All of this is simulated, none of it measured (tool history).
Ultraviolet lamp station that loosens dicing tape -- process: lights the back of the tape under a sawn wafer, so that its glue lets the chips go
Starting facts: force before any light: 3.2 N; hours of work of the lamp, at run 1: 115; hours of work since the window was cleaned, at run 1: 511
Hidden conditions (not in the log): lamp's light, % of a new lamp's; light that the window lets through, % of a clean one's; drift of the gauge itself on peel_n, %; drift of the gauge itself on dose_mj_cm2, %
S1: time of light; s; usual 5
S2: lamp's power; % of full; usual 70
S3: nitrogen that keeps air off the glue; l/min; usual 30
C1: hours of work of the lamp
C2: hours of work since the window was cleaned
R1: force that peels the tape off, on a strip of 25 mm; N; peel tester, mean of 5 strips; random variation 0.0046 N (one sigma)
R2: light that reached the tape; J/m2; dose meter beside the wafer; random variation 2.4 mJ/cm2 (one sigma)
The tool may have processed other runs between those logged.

run,hour,S1,S2,S3,C1,C2,R1,R2
1,0,5,70,30,115,511,0.265,2340
2,9.1,5,70,30,120,516,0.256,2360
3,17.8,5,70,30,124,520,0.261,2340
4,28.2,5,70,30,129,525,0.27,2350
5,35.3,5,70,30,133,529,0.26,2390
6,45.7,5,70,30,138,534,0.255,2340
7,51,5,72,30,140,536,0.255,2410
8,59.2,5,72,30,144,540,0.261,2430
9,68.2,5,89,30,149,545,0.213,2940
10,73.7,5,89,30,151,547,0.216,2990
11,81,5,89,30,155,551,0.21,2960
12,89,5,89,30,159,555,0.212,2980
13,95.9,5,89,30,162,558,0.21,2940
14,102.1,5,70,30,165,561,0.265,2330
15,108.2,5,70,9,168,564,0.543,2300
16,114.8,5,70,30,171,567,0.267,2330
17,125.1,5,70,30,176,572,0.267,2250
18,136.7,5,70,30,182,578,0.267,2350
19,145.5,5,70,30,186,582,0.264,2290
20,152.4,5,70,25,190,586,0.298,2320
21,158.2,5,70,25,192,588,0.298,2310
22,163.3,5,70,25,195,591,0.299,2270
23,173,3,70,30,200,596,0.561,1400
24,180.4,3,70,30,203,599,0.541,1420
25,187.2,3,70,30,207,602,0.555,1360
26,194.6,6,90,9,210,606,0.303,3500
27,202.8,6,90,9,214,610,0.302,3530
28,210.4,6,100,52,218,614,0.177,3880
29,216.4,3,98,17,221,617,0.496,1880
30,228.1,3,65,53,226,622,0.468,1230
31,233.9,5,85,28,229,625,0.225,2770
32,239.8,4,66,28,232,628,0.427,1740
33,249.5,5,86,42,237,633,0.204,2820

What does the tool deliver on the next run?
34,259.7,2,64,30,242,638,?,?

{"run 34": {"R1": 1.051, "R2": 830}}
With no hidden state in the tool, this same run would have given R1 0.903 N, R2 950 J/m2.
